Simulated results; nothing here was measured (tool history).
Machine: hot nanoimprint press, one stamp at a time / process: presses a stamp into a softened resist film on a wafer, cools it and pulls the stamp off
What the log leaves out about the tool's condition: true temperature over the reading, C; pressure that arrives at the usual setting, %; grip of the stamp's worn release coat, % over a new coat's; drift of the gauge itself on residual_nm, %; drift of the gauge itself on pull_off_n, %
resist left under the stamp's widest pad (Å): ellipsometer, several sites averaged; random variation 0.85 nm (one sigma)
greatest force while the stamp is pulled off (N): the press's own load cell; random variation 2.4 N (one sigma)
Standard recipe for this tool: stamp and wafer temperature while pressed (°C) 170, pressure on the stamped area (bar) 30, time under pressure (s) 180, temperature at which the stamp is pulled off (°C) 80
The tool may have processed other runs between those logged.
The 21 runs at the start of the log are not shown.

run,day,stamp and wafer temperature while pressed (°C),pressure on the stamped area (bar),time under pressure (s),temperature at which the stamp is pulled off (°C),hours of work since the thermocouple was calibrated,imprints on the stamp's release coat,hours of work since the press's seals were changed,resist left under the stamp's widest pad (Å),greatest force while the stamp is pulled off (N)
22,35.9,164,43.1,347,79,214,1321,368,1302,147
23,37.483,163,46.5,347,87,239,1399,393,1338,139
24,39.321,166,30,241,81,269,1491,423,1639,158
25,41.208,166,30,241,81,299,1585,453,1657,158
26,42.875,180,27.5,108,77,325,1668,480,1318,166
27,44.342,170,30,161,71,349,1741,503,1639,182
28,46.083,170,30,161,71,377,1827,531,1643,179
# day 47.95: press's hydraulic seals changed and the load cell set to zero
29,48.721,170,30,161,71,414,1942,12,1623,193
30,50.367,170,30,161,71,440,2024,39,1624,196
31,51.775,171,34.5,161,71,463,2094,61,1471,199

Alternative continuations, all from the tool just after run 31; predict every row:
A,53.396,176,34.5,136,71,489,2175,87,?,?
B,53.396,171,27.8,167,65,489,2175,87,?,?
C,53.396,171,34.5,115,71,489,2175,87,?,?

run,resist left under the stamp's widest pad (Å),greatest force while the stamp is pulled off (N)
A,1282,204
B,1589,215
C,1708,196
With the hidden condition removed and each run's random variation left untouched, the same runs would have given:
run,resist left under the stamp's widest pad (Å),greatest force while the stamp is pulled off (N)
A,1216,120
B,1506,126
C,1620,115
